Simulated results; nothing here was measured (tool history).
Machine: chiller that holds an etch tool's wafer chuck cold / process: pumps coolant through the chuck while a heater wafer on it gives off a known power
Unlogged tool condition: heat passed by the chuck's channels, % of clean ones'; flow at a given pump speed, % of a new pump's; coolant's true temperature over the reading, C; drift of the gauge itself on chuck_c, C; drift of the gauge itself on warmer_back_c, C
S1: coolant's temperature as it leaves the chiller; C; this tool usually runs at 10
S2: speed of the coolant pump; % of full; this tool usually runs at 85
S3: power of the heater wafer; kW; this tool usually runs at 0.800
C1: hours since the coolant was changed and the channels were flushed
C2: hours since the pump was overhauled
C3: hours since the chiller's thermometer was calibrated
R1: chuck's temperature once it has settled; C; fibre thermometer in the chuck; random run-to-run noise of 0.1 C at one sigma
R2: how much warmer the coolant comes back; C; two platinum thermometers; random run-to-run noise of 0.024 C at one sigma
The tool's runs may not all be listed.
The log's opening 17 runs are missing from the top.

run 18 hour=663.5 | S1=8 S2=94 S3=0.643 | C1=3871 C2=1364 C3=2566 | R1=14.3 R2=1.28
run 19 hour=695.9 | S1=8 S2=94 S3=0.643 | C1=3903 C2=1396 C3=2598 | R1=14.2 R2=1.29
run 20 hour=729.9 | S1=8 S2=94 S3=0.643 | C1=3937 C2=1430 C3=2632 | R1=14.1 R2=1.25
run 21 hour=756.9 | S1=13 S2=85 S3=0.481 | C1=3964 C2=1457 C3=2659 | R1=18.2 R2=1.05
run 22 hour=781.4 | S1=9 S2=85 S3=0.800 | C1=3989 C2=1482 C3=2684 | R1=17.7 R2=1.81
-- hour=797.7 coolant changed, channels flushed
run 23 hour=830.9 | S1=17 S2=65 S3=0.792 | C1=33 C2=1525 C3=2727 | R1=28.0 R2=2.38
run 24 hour=859.4 | S1=10 S2=68 S3=0.606 | C1=62 C2=1554 C3=2756 | R1=18.1 R2=1.72
run 25 hour=889.6 | S1=10 S2=77 S3=0.840 | C1=92 C2=1584 C3=2786 | R1=19.8 R2=2.10
run 26 hour=918.5 | S1=10 S2=77 S3=0.840 | C1=121 C2=1613 C3=2815 | R1=20.0 R2=2.09
run 27 hour=966.2 | S1=18 S2=80 S3=0.800 | C1=169 C2=1661 C3=2863 | R1=27.1 R2=1.91
run 28 hour=1008.5 | S1=18 S2=85 S3=0.800 | C1=211 C2=1703 C3=2905 | R1=26.5 R2=1.79
run 29 hour=1056.7 | S1=7 S2=62 S3=0.437 | C1=259 C2=1751 C3=2953 | R1=13.3 R2=1.35
run 30 hour=1088.4 | S1=7 S2=71 S3=0.514 | C1=291 C2=1783 C3=2985 | R1=13.6 R2=1.42
run 31 hour=1139.5 | S1=5 S2=66 S3=0.412 | C1=342 C2=1834 C3=3036 | R1=10.7 R2=1.23

Below are 3 alternative next runs, each starting from the tool's condition after run 31. Predict each:
run A hour=1161.5 | S1=5 S2=74 S3=0.512 | C1=364 C2=1856 C3=3058 | R1=? R2=?
run B hour=1161.5 | S1=10 S2=88 S3=0.800 | C1=364 C2=1856 C3=3058 | R1=? R2=?
run C hour=1161.5 | S1=5 S2=66 S3=0.842 | C1=364 C2=1856 C3=3058 | R1=? R2=?

run=A R1=11.3 R2=1.34
run=B R1=18.3 R2=1.73
run=C R1=16.6 R2=2.52
Without the tool's hidden state the same runs would have given:
run=A R1=11.3 R2=1.34
run=B R1=18.3 R2=1.73
run=C R1=16.6 R2=2.52
